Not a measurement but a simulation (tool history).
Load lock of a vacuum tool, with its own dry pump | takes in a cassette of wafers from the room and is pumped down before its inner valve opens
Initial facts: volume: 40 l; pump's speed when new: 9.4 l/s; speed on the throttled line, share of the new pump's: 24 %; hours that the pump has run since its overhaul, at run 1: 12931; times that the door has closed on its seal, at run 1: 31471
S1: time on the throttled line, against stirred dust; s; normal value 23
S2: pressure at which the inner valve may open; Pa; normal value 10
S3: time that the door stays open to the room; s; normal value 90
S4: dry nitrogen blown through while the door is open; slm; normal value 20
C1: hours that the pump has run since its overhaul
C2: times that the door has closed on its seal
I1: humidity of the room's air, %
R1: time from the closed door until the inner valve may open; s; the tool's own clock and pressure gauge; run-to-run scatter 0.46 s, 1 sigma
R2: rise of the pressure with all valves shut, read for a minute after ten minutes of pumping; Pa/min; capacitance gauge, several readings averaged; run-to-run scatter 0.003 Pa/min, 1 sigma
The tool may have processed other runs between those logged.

| run | day | S1 | S2 | S3 | S4 | C1 | C2 | I1 | R1 | R2 |
|---|---|---|---|---|---|---|---|---|---|---|
| 1 | 0 | 23 | 10 | 90 | 20 | 12931 | 31471 | 40.4 | 61.5 | 0.189 |
| 2 | 14.254 | 23 | 10 | 90 | 20 | 13274 | 32556 | 45.5 | 62.4 | 0.203 |
| 3 | 22.475 | 23 | 20 | 90 | 20 | 13471 | 33181 | 44.9 | 58.8 | 0.197 |
|  | 32.396 | door's seal changed, seat wiped |
| 4 | 32.967 | 23 | 10 | 90 | 20 | 13721 | 44 | 45.6 | 62.3 | 0.039 |
| 5 | 42.975 | 23 | 10 | 90 | 20 | 13961 | 806 | 45.2 | 62.6 | 0.043 |
| 6 | 54.896 | 23 | 10 | 90 | 20 | 14247 | 1713 | 42.2 | 62.6 | 0.037 |
| 7 | 72.021 | 23 | 10 | 90 | 20 | 14658 | 3016 | 45.9 | 62.9 | 0.05 |
| 8 | 89.446 | 23 | 10 | 90 | 20 | 15077 | 4342 | 47 | 62.9 | 0.043 |
| 9 | 102.196 | 23 | 10 | 90 | 33 | 15383 | 5312 | 44.8 | 62.2 | 0.042 |
| 10 | 109.767 | 23 | 15 | 90 | 20 | 15564 | 5889 | 44.9 | 61.1 | 0.052 |
| 11 | 120.933 | 23 | 13 | 90 | 20 | 15832 | 6738 | 44.6 | 61.4 | 0.058 |
| 12 | 138.775 | 23 | 13 | 90 | 20 | 16260 | 8096 | 49 | 62.2 | 0.06 |
| 13 | 146.6 | 23 | 13 | 90 | 20 | 16448 | 8691 | 47.6 | 62.3 | 0.064 |
| 14 | 165.004 | 23 | 10 | 90 | 20 | 16890 | 10092 | 47.4 | 63.7 | 0.064 |
| 15 | 181.867 | 23 | 10 | 90 | 20 | 17295 | 11375 | 45.3 | 63 | 0.073 |
| 16 | 192.554 | 13 | 10 | 90 | 20 | 17551 | 12189 | 44.4 | 56.8 | 0.072 |
| 17 | 206.392 | 13 | 10 | 90 | 20 | 17883 | 13242 | 45.3 | 57.4 | 0.078 |
| 18 | 222.892 | 23 | 10 | 90 | 39 | 18279 | 14497 | 45.9 | 64.9 | 0.074 |
| 19 | 237.588 | 23 | 7 | 137 | 16 | 18632 | 15616 | 44.2 | 66.1 | 0.107 |
| 20 | 247.7 | 23 | 10 | 209 | 30 | 18875 | 16385 | 44.9 | 64.9 | 0.095 |
| 21 | 262.762 | 23 | 7 | 90 | 20 | 19236 | 17531 | 46.3 | 67.1 | 0.108 |
| 22 | 271.079 | 23 | 10 | 151 | 20 | 19436 | 18164 | 44.3 | 64.5 | 0.116 |
|  | 276.417 | dry pump taken out, an overhauled one fitted |
| 23 | 286.662 | 23 | 10 | 151 | 20 | 246 | 19331 | 45.5 | 57.2 | 0.117 |
| 24 | 294.154 | 23 | 10 | 151 | 20 | 426 | 19901 | 47.7 | 56.7 | 0.123 |
| 25 | 305.071 | 23 | 8 | 151 | 20 | 688 | 20732 | 45.6 | 58.6 | 0.133 |
| 26 | 314.125 | 23 | 8 | 67 | 20 | 905 | 21421 | 44.3 | 57.7 | 0.128 |
| 27 | 327.6 | 23 | 8 | 67 | 20 | 1228 | 22446 | 47.5 | 58.6 | 0.13 |
| 28 | 340.229 | 23 | 8 | 67 | 20 | 1532 | 23408 | 44.1 | 58.4 | 0.132 |
| 29 | 352.6 | 23 | 8 | 67 | 20 | 1828 | 24349 | 48.6 | 57.8 | 0.141 |
| 30 | 366.262 | 23 | 8 | 67 | 20 | 2156 | 25389 | 44.7 | 59.1 | 0.154 |
| 31 | 377.45 | 23 | 8 | 67 | 20 | 2425 | 26240 | 50.8 | 59.3 | 0.155 |
| 32 | 386.658 | 18 | 8 | 147 | 20 | 2646 | 26941 | 42.1 | 54.7 | 0.167 |
| 33 | 396.196 | 23 | 9 | 90 | 20 | 2875 | 27667 | 45.2 | 58.3 | 0.164 |

5 ways to go on from here, each from the tool as it stands after run 33. What would each give?
| A | 405.962 | 45 | 9 | 90 | 23 | 3109 | 28410 | 46 | ? | ? |
| B | 405.962 | 12 | 16 | 90 | 7 | 3109 | 28410 | 43.9 | ? | ? |
| C | 405.962 | 32 | 15 | 90 | 42 | 3109 | 28410 | 42.5 | ? | ? |
| D | 405.962 | 14 | 9 | 90 | 20 | 3109 | 28410 | 48.2 | ? | ? |
| E | 405.962 | 13 | 9 | 90 | 7 | 3109 | 28410 | 48.4 | ? | ? |

| run | R1 | R2 |
|---|---|---|
| A | 74.8 | 0.175 |
| B | 46.9 | 0.188 |
| C | 62.4 | 0.154 |
| D | 52.2 | 0.177 |
| E | 50.5 | 0.197 |
Without the tool's unlogged condition, the same runs would have read:
| run | R1 | R2 |
|---|---|---|
| A | 74.2 | 0.039 |
| B | 46.1 | 0.056 |
| C | 61.7 | 0.021 |
| D | 51.3 | 0.042 |
| E | 49.7 | 0.063 |
